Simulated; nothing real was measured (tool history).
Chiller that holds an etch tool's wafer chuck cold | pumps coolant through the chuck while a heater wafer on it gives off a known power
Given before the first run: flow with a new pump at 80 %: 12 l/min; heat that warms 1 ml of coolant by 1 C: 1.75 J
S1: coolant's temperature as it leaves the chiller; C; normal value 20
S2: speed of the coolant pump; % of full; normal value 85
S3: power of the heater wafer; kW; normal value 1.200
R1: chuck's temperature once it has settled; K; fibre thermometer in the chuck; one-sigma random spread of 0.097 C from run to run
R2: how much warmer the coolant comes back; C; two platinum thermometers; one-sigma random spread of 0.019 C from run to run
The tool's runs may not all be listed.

Run 1, hour 0.0: usual settings. Result: R1 301.02 K, R2 3.22 C.
Run 2, hour 17.9: usual settings but S3 0.992 kW. Result: R1 299.71 K, R2 2.65 C.
Run 3, hour 46.3: usual settings but S3 0.992 kW. Result: R1 299.68 K, R2 2.69 C.
Run 4, hour 86.5: usual settings but S2 65 % of full. Result: R1 302.52 K, R2 4.28 C.
Run 5, hour 121.7: usual settings but S1 26 C. Result: R1 307.05 K, R2 3.24 C.
Run 6, hour 149.0: usual settings but S1 17 C. Result: R1 298.03 K, R2 3.21 C.
Run 7, hour 186.7: usual settings but S1 17 C. Result: R1 298.13 K, R2 3.23 C.
Run 8, hour 208.8: usual settings. Result: R1 301.30 K, R2 3.22 C.
Run 9, hour 248.3: usual settings but S2 76 % of full. Result: R1 301.69 K, R2 3.63 C.
Run 10, hour 287.7: usual settings. Result: R1 301.14 K, R2 3.23 C.
Run 11, hour 314.8: usual settings but S3 1.218 kW. Result: R1 301.23 K, R2 3.26 C.
Run 12, hour 344.3: usual settings but S3 1.218 kW. Result: R1 301.44 K, R2 3.30 C.
Run 13, hour 376.8: usual settings but S2 68 % of full, S3 1.218 kW. Result: R1 302.61 K, R2 4.15 C.
Run 14, hour 397.8: usual settings but S1 28 C, S2 67 % of full, S3 0.774 kW. Result: R1 307.33 K, R2 2.72 C.
Run 15, hour 435.0: usual settings but S1 28 C, S2 67 % of full, S3 0.774 kW. Result: R1 307.30 K, R2 2.70 C.
Run 16, hour 452.1: usual settings but S1 28 C, S2 67 % of full, S3 0.774 kW. Result: R1 307.34 K, R2 2.64 C.
Run 17, hour 478.1: usual settings but S2 87 % of full, S3 1.570 kW. Result: R1 303.50 K, R2 4.13 C.
Run 18, hour 505.6: usual settings but S1 28 C, S2 66 % of full, S3 0.869 kW. Result: R1 308.27 K, R2 3.04 C.
Run 19, hour 530.0: usual settings but S1 24 C, S3 1.701 kW. Result: R1 308.63 K, R2 4.58 C.
Run 20, hour 553.3: usual settings but S1 13 C, S3 1.701 kW. Result: R1 297.57 K, R2 4.54 C.
Run 21, hour 585.1: usual settings but S1 13 C, S2 65 % of full, S3 1.701 kW. Result: R1 299.88 K, R2 6.06 C.
Run 22, hour 618.3: usual settings but S1 30 C, S2 75 % of full, S3 0.985 kW. Result: R1 310.53 K, R2 3.00 C.
At hour 648.2: coolant changed, channels flushed.
Run 23, hour 664.0: usual settings but S1 30 C, S2 75 % of full, S3 0.985 kW. Result: R1 310.69 K, R2 3.04 C.
Run 24, hour 703.1: usual settings but S1 30 C, S2 75 % of full, S3 0.985 kW. Result: R1 310.54 K, R2 3.03 C.
Run 25, hour 729.7: usual settings but S1 18 C, S2 73 % of full, S3 1.198 kW. Result: R1 300.23 K, R2 3.78 C.
Run 26, hour 749.2: usual settings but S3 0.720 kW. Result: R1 298.53 K, R2 1.95 C.

What if the next run were any one of these 3? Each begins from the tool's condition after run 26:
Run A, hour 773.7: usual settings but S1 19 C. Result: R1 ?, R2 ?.
Run B, hour 773.7: usual settings but S1 17 C, S2 71 % of full, S3 1.732 kW. Result: R1 ?, R2 ?.
Run C, hour 773.7: usual settings but S2 78 % of full. Result: R1 ?, R2 ?.

run      R1    R2
  A  300.52  3.24
  B  303.48  5.65
  C  301.97  3.52
With no hidden state in the tool, these same runs would have given:
run      R1    R2
  A  300.03  3.24
  B  303.00  5.65
  C  301.48  3.52
